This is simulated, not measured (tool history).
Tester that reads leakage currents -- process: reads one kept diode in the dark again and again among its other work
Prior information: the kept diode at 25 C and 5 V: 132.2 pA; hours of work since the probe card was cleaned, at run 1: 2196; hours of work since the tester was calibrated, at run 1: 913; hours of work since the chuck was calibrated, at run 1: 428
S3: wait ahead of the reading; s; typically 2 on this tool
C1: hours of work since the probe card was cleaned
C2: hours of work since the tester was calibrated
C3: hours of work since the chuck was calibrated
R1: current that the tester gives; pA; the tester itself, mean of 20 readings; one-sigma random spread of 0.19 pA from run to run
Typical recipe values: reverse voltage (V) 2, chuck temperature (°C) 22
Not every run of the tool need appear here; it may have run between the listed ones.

{"run": 1, "hour": 0.0, "reverse voltage (V)": 2, "chuck temperature (°C)": 22, "S3": 2, "C1": 2196, "C2": 913, "C3": 428, "R1": 61.51}
{"run": 2, "hour": 54.4, "reverse voltage (V)": 2, "chuck temperature (°C)": 26, "S3": 2, "C1": 2229, "C2": 946, "C3": 461, "R1": 85.81}
{"run": 3, "hour": 100.2, "reverse voltage (V)": 2, "chuck temperature (°C)": 53, "S3": 2, "C1": 2257, "C2": 974, "C3": 489, "R1": 631.81}
{"run": 4, "hour": 184.0, "reverse voltage (V)": 2, "chuck temperature (°C)": 22, "S3": 2, "C1": 2308, "C2": 1025, "C3": 540, "R1": 61.4}
{"run": 5, "hour": 282.0, "reverse voltage (V)": 2, "chuck temperature (°C)": 22, "S3": 1.76, "C1": 2368, "C2": 1085, "C3": 599, "R1": 61.42}
{"run": 6, "hour": 379.4, "reverse voltage (V)": 2, "chuck temperature (°C)": 22, "S3": 0.6, "C1": 2427, "C2": 1144, "C3": 659, "R1": 61.89}
{"hour": 415.1, "done": "chuck's temperature calibrated"}
{"run": 7, "hour": 461.9, "reverse voltage (V)": 2, "chuck temperature (°C)": 22, "S3": 0.6, "C1": 2476, "C2": 1193, "C3": 28, "R1": 62.25}
{"run": 8, "hour": 544.0, "reverse voltage (V)": 1.75, "chuck temperature (°C)": 22, "S3": 2, "C1": 2526, "C2": 1243, "C3": 78, "R1": 57.2}
{"run": 9, "hour": 601.5, "reverse voltage (V)": 1.75, "chuck temperature (°C)": 22, "S3": 2, "C1": 2561, "C2": 1278, "C3": 113, "R1": 57.27}
{"run": 10, "hour": 680.1, "reverse voltage (V)": 1.75, "chuck temperature (°C)": 22, "S3": 2, "C1": 2609, "C2": 1326, "C3": 161, "R1": 57.31}
{"run": 11, "hour": 733.5, "reverse voltage (V)": 1.33, "chuck temperature (°C)": 22, "S3": 2, "C1": 2641, "C2": 1358, "C3": 194, "R1": 48.43}
{"run": 12, "hour": 807.9, "reverse voltage (V)": 1.33, "chuck temperature (°C)": 22, "S3": 2, "C1": 2686, "C2": 1403, "C3": 239, "R1": 48.48}
{"run": 13, "hour": 896.2, "reverse voltage (V)": 1.33, "chuck temperature (°C)": 22, "S3": 2, "C1": 2740, "C2": 1457, "C3": 293, "R1": 48.77}
{"run": 14, "hour": 953.6, "reverse voltage (V)": 1.33, "chuck temperature (°C)": 22, "S3": 2, "C1": 2775, "C2": 1492, "C3": 328, "R1": 48.89}
{"run": 15, "hour": 1030.6, "reverse voltage (V)": 2, "chuck temperature (°C)": 22, "S3": 2, "C1": 2822, "C2": 1539, "C3": 374, "R1": 61.3}
{"run": 16, "hour": 1117.1, "reverse voltage (V)": 2, "chuck temperature (°C)": 22, "S3": 2, "C1": 2875, "C2": 1591, "C3": 427, "R1": 61.75}
{"run": 17, "hour": 1182.1, "reverse voltage (V)": 2, "chuck temperature (°C)": 22, "S3": 2, "C1": 2914, "C2": 1631, "C3": 467, "R1": 61.94}
{"run": 18, "hour": 1264.2, "reverse voltage (V)": 2, "chuck temperature (°C)": 22, "S3": 2, "C1": 2964, "C2": 1681, "C3": 517, "R1": 61.63}
{"run": 19, "hour": 1321.4, "reverse voltage (V)": 2, "chuck temperature (°C)": 22, "S3": 2, "C1": 2999, "C2": 1716, "C3": 551, "R1": 61.66}
{"run": 20, "hour": 1395.3, "reverse voltage (V)": 2, "chuck temperature (°C)": 22, "S3": 2, "C1": 3044, "C2": 1761, "C3": 596, "R1": 61.52}
{"run": 21, "hour": 1448.3, "reverse voltage (V)": 2, "chuck temperature (°C)": 22, "S3": 2, "C1": 3076, "C2": 1793, "C3": 629, "R1": 61.49}
{"run": 22, "hour": 1528.5, "reverse voltage (V)": 11.73, "chuck temperature (°C)": 37, "S3": 7.32, "C1": 3125, "C2": 1842, "C3": 677, "R1": 554.04}
{"hour": 1536.3, "done": "chuck's temperature calibrated"}
{"run": 23, "hour": 1626.4, "reverse voltage (V)": 10.97, "chuck temperature (°C)": 56, "S3": 0.94, "C1": 3183, "C2": 1900, "C3": 55, "R1": 2047.69}
{"run": 24, "hour": 1698.4, "reverse voltage (V)": 2.33, "chuck temperature (°C)": 36, "S3": 2.98, "C1": 3227, "C2": 1944, "C3": 99, "R1": 202.75}
{"run": 25, "hour": 1765.5, "reverse voltage (V)": 2, "chuck temperature (°C)": 60, "S3": 1.32, "C1": 3268, "C2": 1985, "C3": 139, "R1": 1010.47}
{"hour": 1839.1, "done": "probe card cleaned and baked"}
{"run": 26, "hour": 1839.5, "reverse voltage (V)": 2, "chuck temperature (°C)": 60, "S3": 1.32, "C1": 0, "C2": 2028, "C3": 183, "R1": 1005.48}
{"run": 27, "hour": 1935.0, "reverse voltage (V)": 1.24, "chuck temperature (°C)": 34, "S3": 0.54, "C1": 58, "C2": 2086, "C3": 241, "R1": 121.98}
{"run": 28, "hour": 2028.1, "reverse voltage (V)": 1.24, "chuck temperature (°C)": 47, "S3": 0.79, "C1": 115, "C2": 2143, "C3": 297, "R1": 317.26}
{"run": 29, "hour": 2120.4, "reverse voltage (V)": 15.2, "chuck temperature (°C)": 24, "S3": 4.92, "C1": 171, "C2": 2199, "C3": 354, "R1": 232.27}
{"run": 30, "hour": 2191.1, "reverse voltage (V)": 7.25, "chuck temperature (°C)": 25, "S3": 1.87, "C1": 214, "C2": 2242, "C3": 396, "R1": 163.9}
{"run": 31, "hour": 2291.0, "reverse voltage (V)": 7.25, "chuck temperature (°C)": 55, "S3": 1.87, "C1": 275, "C2": 2303, "C3": 457, "R1": 1501.12}
{"run": 32, "hour": 2364.8, "reverse voltage (V)": 7.25, "chuck temperature (°C)": 58, "S3": 0.96, "C1": 320, "C2": 2347, "C3": 502, "R1": 1837.07}
{"run": 33, "hour": 2458.0, "reverse voltage (V)": 8.42, "chuck temperature (°C)": 20, "S3": 2, "C1": 376, "C2": 2404, "C3": 559, "R1": 119.44}
{"run": 34, "hour": 2511.1, "reverse voltage (V)": 8.42, "chuck temperature (°C)": 20, "S3": 2, "C1": 409, "C2": 2436, "C3": 591, "R1": 119.32}
{"run": 35, "hour": 2573.9, "reverse voltage (V)": 8.42, "chuck temperature (°C)": 20, "S3": 2, "C1": 447, "C2": 2475, "C3": 629, "R1": 118.57}
{"hour": 2662.9, "done": "chuck's temperature calibrated"}
{"run": 36, "hour": 2672.1, "reverse voltage (V)": 19.3, "chuck temperature (°C)": 22, "S3": 2.39, "C1": 506, "C2": 2533, "C3": 6, "R1": 225.97}
{"run": 37, "hour": 2719.7, "reverse voltage (V)": 19.3, "chuck temperature (°C)": 22, "S3": 2.39, "C1": 534, "C2": 2562, "C3": 35, "R1": 226.71}
{"run": 38, "hour": 2800.3, "reverse voltage (V)": 2.09, "chuck temperature (°C)": 21, "S3": 1.16, "C1": 584, "C2": 2611, "C3": 84, "R1": 58.35}
{"run": 39, "hour": 2841.8, "reverse voltage (V)": 12.96, "chuck temperature (°C)": 41, "S3": 6.71, "C1": 609, "C2": 2636, "C3": 109, "R1": 784.91}

For each entry between runs, how does the tool's hidden state at the last listed run before it compare with that at the first listed run after it?
Run 6 -> run 7: chuck's temperature calibrated (hour 415.1)
  true chuck temperature over the reading, C: 0.02 -> 0
  measured minus no-state result, R1: +0.12 -> +0.02 pA
Run 22 -> run 23: chuck's temperature calibrated (hour 1536.3)
  true chuck temperature over the reading, C: 0.02 -> 0
  measured minus no-state result, R1: +1.01 -> +0.58 pA
Run 25 -> run 26: probe card cleaned and baked (hour 1839.1)
  stray current of the dirty probe card, pA a volt: 0.025 -> 0.02; true chuck temperature over the reading, C: 0 -> 0.01
  measured minus no-state result, R1: +0.43 -> +0.5 pA
Run 35 -> run 36: chuck's temperature calibrated (hour 2662.9)
  true chuck temperature over the reading, C: 0.02 -> 0
  measured minus no-state result, R1: +0.21 -> +0.04 pA
